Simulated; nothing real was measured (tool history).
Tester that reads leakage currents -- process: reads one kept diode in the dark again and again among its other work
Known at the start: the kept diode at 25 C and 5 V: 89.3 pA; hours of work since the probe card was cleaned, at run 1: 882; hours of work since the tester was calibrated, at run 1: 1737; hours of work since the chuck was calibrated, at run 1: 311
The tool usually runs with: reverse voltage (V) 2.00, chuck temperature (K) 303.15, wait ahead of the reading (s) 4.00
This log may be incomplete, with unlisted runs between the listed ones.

run    hour  reverse voltage (V)  chuck temperature (K)  wait ahead of the reading (s)  hours of work since the probe card was cleaned  hours of work since the tester was calibrated  hours of work since the chuck was calibrated  current that the tester gives (pA)
  1     0.0                 2.00                 303.15                           4.00                                             882                                           1737                                           311                               75.78
  2    26.4                 1.65                 303.15                           4.00                                             901                                           1757                                           330                               67.58
  3    84.1                 2.24                 303.15                           4.00                                             944                                           1800                                           373                               80.21
  4   123.4                 2.00                 313.15                           4.00                                             974                                           1829                                           403                              159.53
  5   158.4                 2.00                 313.15                           4.00                                            1000                                           1855                                           429                              159.46
  6   204.2                 2.00                 313.15                           4.00                                            1034                                           1889                                           463                              158.59
  7   251.0                 2.00                 326.15                           4.00                                            1069                                           1924                                           498                              390.60
  8   281.2                 2.00                 326.15                           4.00                                            1091                                           1947                                           520                              388.53
  9   317.9                 2.00                 326.15                           4.00                                            1119                                           1974                                           547                              389.67
 10   355.4                 2.00                 326.15                           4.00                                            1146                                           2002                                           575                              390.50
 11   390.1                 2.00                 303.15                           1.33                                            1172                                           2028                                           601                               74.14
      398.4  -- chuck's temperature calibrated
 12   444.4                 2.00                 303.15                           1.33                                            1211                                           2067                                            34                               77.98
 13   481.7                 2.00                 303.15                           0.55                                            1239                                           2095                                            62                               78.30
 14   531.6                 2.00                 303.15                           0.55                                            1276                                           2132                                            99                               78.60
 15   584.6                 2.00                 303.15                           0.55                                            1316                                           2171                                           139                               77.74
 16   640.7                 2.00                 303.15                           4.00                                            1357                                           2213                                           181                               76.76
 17   672.7                 2.00                 303.15                           4.00                                            1381                                           2237                                           204                               76.25
      679.2  -- probe card cleaned and baked
 18   700.7                 2.00                 303.15                           3.31                                              16                                           2255                                           223                               76.54
 19   741.6                 2.00                 303.15                           4.00                                              46                                           2286                                           253                               75.76
 20   770.2                17.56                 293.15                           4.00                                              68                                           2307                                           275                              121.68
 21   821.9                16.08                 328.15                           9.20                                             106                                           2346                                           313                             1497.34
 22   864.8                15.71                 325.15                           4.00                                             138                                           2378                                           345                             1195.76
 23   892.4                12.42                 294.15                           1.31                                             159                                           2398                                           366                              109.51
      899.0  -- probe card cleaned and baked, once more
 24   949.1                 1.38                 310.15                           1.25                                              37                                           2438                                           406                              102.63
 25   975.0                11.55                 319.15                           3.01                                              57                                           2457                                           425                              660.07
 26  1029.8                11.55                 319.15                           3.01                                              97                                           2498                                           466                              658.30
 27  1059.8                 2.06                 294.15                           0.34                                             120                                           2521                                           488                               38.62
 28  1088.8                 2.00                 303.15                           0.41                                             141                                           2542                                           510                               75.63
 29  1115.5                13.08                 298.15                           0.39                                             161                                           2562                                           530                              156.96
 30  1166.8                13.08                 298.15                           0.39                                             199                                           2600                                           568                              157.03
 31  1211.0                 2.48                 317.15                           0.46                                             232                                           2633                                           601                              235.79
     1221.1  -- chuck's temperature calibrated
 32  1266.6                 2.48                 324.15                           0.46                                             272                                           2673                                            34                              397.39
 33  1326.0                 2.00                 325.15                           4.00                                             317                                           2717                                            78                              373.10
 34  1368.5                 9.31                 297.15                           4.00                                             348                                           2749                                           110                              114.11
 35  1424.8                 2.30                 303.15                           0.35                                             390                                           2791                                           152                               84.02
 36  1455.0                 2.30                 303.15                           0.35                                             413                                           2814                                           174                               83.67
 37  1483.4                 2.30                 303.15                           0.35                                             434                                           2835                                           195                               83.53
 38  1543.2                10.38                 303.15                           4.94                                             478                                           2879                                           240                              191.55

Below are 4 alternative next runs, each starting from the tool's condition after run 38. Predict each:
  A  1597.9                10.38                 311.15                           4.94                                             519                                           2920                                           281                                   ?
  B  1597.9                 3.57                 303.15                           0.76                                             519                                           2920                                           281                                   ?
  C  1597.9                 5.98                 297.15                           4.94                                             519                                           2920                                           281                                   ?
  D  1597.9                 1.98                 318.15                           1.52                                             519                                           2920                                           281                                   ?

run  current that the tester gives (pA)
  A                              350.27
  B                              104.97
  C                               86.85
  D                              225.48
Without the tool's hidden state the same runs would have given:
run  current that the tester gives (pA)
  A                              369.60
  B                              110.87
  C                               91.71
  D                              237.86
